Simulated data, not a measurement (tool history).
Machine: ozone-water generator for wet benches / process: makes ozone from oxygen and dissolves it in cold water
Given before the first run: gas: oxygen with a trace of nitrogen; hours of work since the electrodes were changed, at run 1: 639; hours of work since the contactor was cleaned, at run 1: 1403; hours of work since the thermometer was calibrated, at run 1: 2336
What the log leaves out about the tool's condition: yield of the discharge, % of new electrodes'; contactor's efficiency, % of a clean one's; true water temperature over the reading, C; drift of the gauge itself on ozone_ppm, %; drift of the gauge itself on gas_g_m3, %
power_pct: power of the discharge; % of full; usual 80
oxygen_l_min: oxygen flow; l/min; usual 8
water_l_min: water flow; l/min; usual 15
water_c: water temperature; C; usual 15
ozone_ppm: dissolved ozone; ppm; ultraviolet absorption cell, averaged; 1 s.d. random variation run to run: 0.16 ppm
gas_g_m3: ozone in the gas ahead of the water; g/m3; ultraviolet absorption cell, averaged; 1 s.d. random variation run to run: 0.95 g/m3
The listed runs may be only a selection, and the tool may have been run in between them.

| run | day | power_pct | oxygen_l_min | water_l_min | water_c | hours of work since the electrodes were changed | hours of work since the contactor was cleaned | hours of work since the thermometer was calibrated | ozone_ppm | gas_g_m3 |
|---|---|---|---|---|---|---|---|---|---|---|
| 1 | 0 | 80 | 8 | 15 | 15 | 639 | 1403 | 2336 | 19.7 | 158.8 |
| 2 | 2.9 | 80 | 8 | 9 | 15 | 690 | 1454 | 2387 | 26.2 | 155.9 |
| 3 | 5.779 | 80 | 8 | 9 | 15 | 741 | 1505 | 2438 | 25.9 | 158.4 |
| 4 | 8.529 | 80 | 8 | 9 | 15 | 789 | 1553 | 2486 | 26 | 155 |
| 5 | 11.654 | 80 | 8 | 9 | 15 | 844 | 1608 | 2541 | 26 | 156.9 |
| 6 | 13.754 | 80 | 8 | 9 | 15 | 881 | 1645 | 2578 | 26.2 | 155.1 |
| 7 | 15.908 | 80 | 8 | 9 | 15 | 919 | 1683 | 2616 | 25.9 | 155.4 |
| 8 | 19.2 | 80 | 8 | 15 | 15 | 977 | 1741 | 2674 | 19.3 | 156.2 |
| 9 | 22.558 | 80 | 8 | 15 | 15 | 1036 | 1800 | 2734 | 19.5 | 157 |
|  | 22.879 | contactor cleaned |
| 10 | 24.6 | 80 | 8 | 15 | 15 | 1069 | 30 | 2767 | 19.2 | 155.2 |
| 11 | 26.417 | 74 | 8 | 15 | 15 | 1101 | 62 | 2798 | 18.2 | 146.4 |
| 12 | 29.846 | 74 | 8 | 15 | 15 | 1162 | 123 | 2859 | 18.1 | 144.9 |
| 13 | 31.9 | 74 | 8 | 15 | 15 | 1198 | 159 | 2895 | 17.8 | 143.9 |
| 14 | 33.933 | 74 | 8 | 15 | 15 | 1234 | 195 | 2931 | 17.9 | 146.3 |
| 15 | 36.917 | 74 | 8 | 15 | 15 | 1286 | 247 | 2983 | 18 | 146.1 |
|  | 39.204 | contactor cleaned, once more |
| 16 | 40.688 | 80 | 8 | 15 | 15 | 1350 | 26 | 3047 | 19.6 | 154.7 |
| 17 | 44.146 | 64 | 8 | 15 | 15 | 1411 | 87 | 3108 | 16.6 | 129.9 |
| 18 | 47.221 | 80 | 8 | 15 | 21 | 1465 | 141 | 3162 | 17.4 | 154.3 |
| 19 | 49.571 | 43 | 6.35 | 11 | 18 | 1506 | 183 | 3203 | 14.3 | 109.1 |
| 20 | 52.162 | 75 | 14.33 | 15 | 15 | 1552 | 228 | 3249 | 16.1 | 102 |
| 21 | 53.696 | 75 | 14.33 | 15 | 15 | 1579 | 255 | 3276 | 15.8 | 102.2 |
| 22 | 56.738 | 63 | 14.33 | 15 | 9 | 1632 | 309 | 3330 | 16.2 | 88.9 |
| 23 | 60.217 | 63 | 14.33 | 15 | 13 | 1694 | 370 | 3391 | 14.6 | 90.4 |
| 24 | 62.038 | 80 | 4.09 | 15 | 15 | 1726 | 402 | 3423 | 21.1 | 229.8 |
| 25 | 63.55 | 48 | 4.09 | 15 | 19 | 1752 | 429 | 3449 | 13.5 | 154.9 |
| 26 | 66.329 | 48 | 11.08 | 15 | 19 | 1801 | 478 | 3498 | 11 | 84.2 |
| 27 | 68.083 | 48 | 11.08 | 15 | 10 | 1832 | 509 | 3529 | 13.4 | 84.1 |
| 28 | 71.238 | 50 | 4.7 | 15 | 12 | 1888 | 564 | 3585 | 15.3 | 146.1 |
| 29 | 73.2 | 81 | 9.32 | 15 | 15 | 1922 | 599 | 3619 | 18.7 | 138.8 |
| 30 | 75.975 | 80 | 12.54 | 15 | 15 | 1971 | 648 | 3668 | 17.3 | 114.5 |
| 31 | 78.142 | 80 | 4.75 | 10 | 16 | 2009 | 686 | 3707 | 27 | 209.4 |

Predict each of these 4 candidate next runs independently; none follows another, all start after run 31:
| A | 79.842 | 52 | 4.78 | 15 | 9 | 2039 | 716 | 3736 | ? | ? |
| B | 79.842 | 49 | 4.75 | 13 | 8 | 2039 | 716 | 3736 | ? | ? |
| C | 79.842 | 80 | 14.27 | 10 | 16 | 2039 | 716 | 3736 | ? | ? |
| D | 79.842 | 80 | 11.07 | 15 | 15 | 2039 | 716 | 3736 | ? | ? |

| run | ozone_ppm | gas_g_m3 |
|---|---|---|
| A | 16.4 | 149.4 |
| B | 17.7 | 144.2 |
| C | 19.1 | 106.3 |
| D | 17.8 | 124.9 |
Without the tool's hidden state the same runs would have given:
| run | ozone_ppm | gas_g_m3 |
|---|---|---|
| A | 17.3 | 155.8 |
| B | 18.6 | 150 |
| C | 20.6 | 112.9 |
| D | 19.1 | 132.7 |
